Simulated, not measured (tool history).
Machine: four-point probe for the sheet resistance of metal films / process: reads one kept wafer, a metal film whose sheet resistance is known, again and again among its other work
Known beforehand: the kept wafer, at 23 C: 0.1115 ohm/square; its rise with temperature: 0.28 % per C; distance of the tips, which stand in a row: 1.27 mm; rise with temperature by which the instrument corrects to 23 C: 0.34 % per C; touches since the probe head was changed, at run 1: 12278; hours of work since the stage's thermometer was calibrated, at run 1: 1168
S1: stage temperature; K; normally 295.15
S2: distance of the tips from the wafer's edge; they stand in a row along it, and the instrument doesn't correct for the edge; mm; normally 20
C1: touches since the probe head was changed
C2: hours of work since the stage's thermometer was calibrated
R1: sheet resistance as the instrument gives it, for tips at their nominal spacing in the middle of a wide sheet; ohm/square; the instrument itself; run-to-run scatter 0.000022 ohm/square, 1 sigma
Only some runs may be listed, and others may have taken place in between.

run 1 hour=0 | S1=295.15 S2=20 | C1=12278 C2=1168 | R1=0.111574
run 2 hour=13.2 | S1=295.15 S2=20 | C1=12665 C2=1176 | R1=0.111616
run 3 hour=38.5 | S1=295.15 S2=20 | C1=13405 C2=1190 | R1=0.111615
run 4 hour=60.1 | S1=295.15 S2=20 | C1=14038 C2=1203 | R1=0.111564
run 5 hour=84.4 | S1=295.15 S2=20 | C1=14752 C2=1217 | R1=0.111602
run 6 hour=111.2 | S1=295.15 S2=20 | C1=15536 C2=1233 | R1=0.111597
run 7 hour=137.9 | S1=295.15 S2=10 | C1=16320 C2=1249 | R1=0.112305
run 8 hour=167 | S1=295.15 S2=10 | C1=17173 C2=1266 | R1=0.112308
run 9 hour=183.1 | S1=295.15 S2=10 | C1=17644 C2=1275 | R1=0.112322
run 10 hour=207.2 | S1=295.15 S2=10 | C1=18351 C2=1289 | R1=0.112321
run 11 hour=239.3 | S1=295.15 S2=8 | C1=19290 C2=1308 | R1=0.112904
run 12 hour=262.8 | S1=295.15 S2=8 | C1=19978 C2=1321 | R1=0.112924
run 13 hour=287.3 | S1=295.15 S2=8 | C1=20696 C2=1336 | R1=0.11292
run 14 hour=318.7 | S1=295.15 S2=8 | C1=21617 C2=1354 | R1=0.11288
run 15 hour=344.9 | S1=295.15 S2=8 | C1=22384 C2=1369 | R1=0.11291
run 16 hour=369.8 | S1=293.15 S2=20 | C1=23114 C2=1384 | R1=0.111772
run 17 hour=396.3 | S1=293.15 S2=20 | C1=23891 C2=1399 | R1=0.111804
run 18 hour=426.6 | S1=293.15 S2=20 | C1=24779 C2=1417 | R1=0.111809
run 19 hour=449.8 | S1=293.15 S2=20 | C1=25458 C2=1431 | R1=0.111849
run 20 hour=474.3 | S1=295.15 S2=11 | C1=26178 C2=1445 | R1=0.112216
run 21 hour=494.7 | S1=295.15 S2=11 | C1=26774 C2=1457 | R1=0.112248
run 22 hour=510.4 | S1=295.15 S2=11 | C1=27234 C2=1466 | R1=0.112225
run 23 hour=524.6 | S1=308.15 S2=15 | C1=27651 C2=1474 | R1=0.111045
run 24 hour=540.9 | S1=295.15 S2=13 | C1=28128 C2=1484 | R1=0.112019
run 25 hour=558.5 | S1=295.15 S2=13 | C1=28645 C2=1494 | R1=0.112019
run 26 hour=589.1 | S1=295.15 S2=13 | C1=29541 C2=1512 | R1=0.112065
run 27 hour=613 | S1=294.15 S2=14 | C1=30242 C2=1526 | R1=0.112031
run 28 hour=642.7 | S1=293.15 S2=41 | C1=31111 C2=1543 | R1=0.111698
run 29 hour=661.7 | S1=298.15 S2=70 | C1=31669 C2=1554 | R1=0.111292
run 30 hour=691 | S1=297.15 S2=49 | C1=32527 C2=1571 | R1=0.111384
run 31 hour=709 | S1=292.15 S2=7 | C1=33054 C2=1582 | R1=0.113649
run 32 hour=731.7 | S1=301.15 S2=28 | C1=33721 C2=1595 | R1=0.111234
run 33 hour=762.1 | S1=301.15 S2=28 | C1=34610 C2=1613 | R1=0.111236
run 34 hour=784.1 | S1=301.15 S2=28 | C1=35255 C2=1626 | R1=0.111259
run 35 hour=809.8 | S1=293.15 S2=4 | C1=36008 C2=1641 | R1=0.117403
run 36 hour=829.1 | S1=307.15 S2=4 | C1=36574 C2=1652 | R1=0.116474
run 37 hour=850.4 | S1=306.15 S2=8 | C1=37199 C2=1665 | R1=0.112354
run 38 hour=874 | S1=294.15 S2=20 | C1=37891 C2=1678 | R1=0.111836
run 39 hour=896.7 | S1=297.15 S2=19 | C1=38553 C2=1692 | R1=0.111658
run 40 hour=927.2 | S1=297.15 S2=19 | C1=39449 C2=1709 | R1=0.11168

Branching from run 40: 5 alternative next runs. What would each branch give?
run A hour=943.8 | S1=292.15 S2=33 | C1=39934 C2=1719 | R1=?
run B hour=943.8 | S1=305.15 S2=6 | C1=39934 C2=1719 | R1=?
run C hour=943.8 | S1=299.15 S2=19 | C1=39934 C2=1719 | R1=?
run D hour=943.8 | S1=305.15 S2=19 | C1=39934 C2=1719 | R1=?
run E hour=943.8 | S1=303.15 S2=20 | C1=39934 C2=1719 | R1=?

run=A R1=0.11184
run=B R1=0.113555
run=C R1=0.111566
run=D R1=0.111169
run=E R1=0.111246
Had the tool no hidden state, the same runs would have come out as:
run=A R1=0.111849
run=B R1=0.113562
run=C R1=0.111573
run=D R1=0.111175
run=E R1=0.111253
